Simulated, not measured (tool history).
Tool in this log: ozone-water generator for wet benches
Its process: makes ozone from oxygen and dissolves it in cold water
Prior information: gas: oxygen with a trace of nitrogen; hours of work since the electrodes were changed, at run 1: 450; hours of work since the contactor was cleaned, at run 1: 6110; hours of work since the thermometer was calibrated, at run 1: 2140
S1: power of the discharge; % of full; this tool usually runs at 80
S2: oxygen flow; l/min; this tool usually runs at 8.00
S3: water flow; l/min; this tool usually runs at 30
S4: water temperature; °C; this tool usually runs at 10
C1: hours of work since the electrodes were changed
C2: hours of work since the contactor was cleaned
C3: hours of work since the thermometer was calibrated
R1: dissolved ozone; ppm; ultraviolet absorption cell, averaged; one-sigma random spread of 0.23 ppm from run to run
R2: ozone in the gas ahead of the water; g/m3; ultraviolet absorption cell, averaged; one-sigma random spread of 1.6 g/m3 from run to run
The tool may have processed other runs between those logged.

run	hour	S1	S2	S3	S4	C1	C2	C3	R1	R2
1	0.0	80	8.00	30	10	450	6110	2140	32.6	296.0
2	51.4	80	8.00	30	10	485	6144	2174	32.0	297.6
3	89.1	80	8.00	30	10	510	6170	2200	31.6	298.9
4	145.6	80	8.00	30	10	548	6208	2238	32.1	298.9
5	204.8	80	8.00	30	10	588	6248	2278	32.2	296.2
6	271.1	80	8.00	30	10	633	6292	2322	32.1	298.1
7	312.6	80	8.00	30	10	661	6320	2350	31.7	298.4
8	356.4	80	8.00	30	17	690	6350	2380	28.8	295.6
# hour 367.2: contactor cleaned
9	415.2	80	8.31	30	10	727	32	2417	31.1	291.0
10	481.8	80	8.31	30	10	772	77	2461	31.2	289.2
11	521.7	80	8.31	30	10	799	104	2488	31.2	286.6
# hour 533.0: contactor cleaned, once more
12	566.8	80	8.00	30	10	826	23	2516	33.9	295.1
13	622.4	80	8.00	30	10	864	60	2553	34.2	293.8
14	675.0	80	8.00	30	10	899	96	2589	34.0	293.1
15	733.6	80	8.00	30	7	939	135	2628	35.0	291.6
16	802.4	61	8.00	31	10	985	181	2674	27.6	243.7
17	869.9	43	8.00	30	10	1030	227	2720	22.1	192.4
18	919.1	43	6.19	25	10	1063	260	2753	25.4	218.7
19	1000.3	43	6.19	25	10	1118	315	2808	25.3	217.4
20	1041.0	43	6.19	25	10	1145	342	2835	25.0	215.9
21	1105.6	80	4.60	36	10	1189	385	2879	24.3	381.3
22	1162.9	80	4.60	36	10	1227	424	2917	24.4	384.4
23	1244.4	57	4.78	31	10	1282	479	2972	23.5	293.7
24	1289.9	57	4.78	31	10	1313	510	3003	23.5	295.3
25	1367.6	57	4.78	31	10	1365	562	3055	23.2	297.3
26	1411.2	57	4.78	31	10	1395	591	3084	23.5	297.3
27	1450.3	57	4.78	31	10	1421	617	3111	23.1	295.9
28	1520.6	47	8.00	30	10	1468	665	3158	23.4	203.4

Below are 4 alternative next runs, each starting from the tool's condition after run 28. Predict each:
A	1582.7	86	5.12	42	10	1510	707	3200	?	?
B	1582.7	80	7.16	32	13	1510	707	3200	?	?
C	1582.7	58	5.09	30	10	1510	707	3200	?	?
D	1582.7	47	6.52	30	10	1510	707	3200	?	?

run	R1	R2
A	21.9	376.2
B	29.8	305.0
C	24.4	288.2
D	22.3	223.9
Take away the tool's hidden state, keep each run's random variation, and the runs would have read:
run	R1	R2
A	23.1	393.7
B	31.3	318.6
C	25.4	298.5
D	23.2	230.5
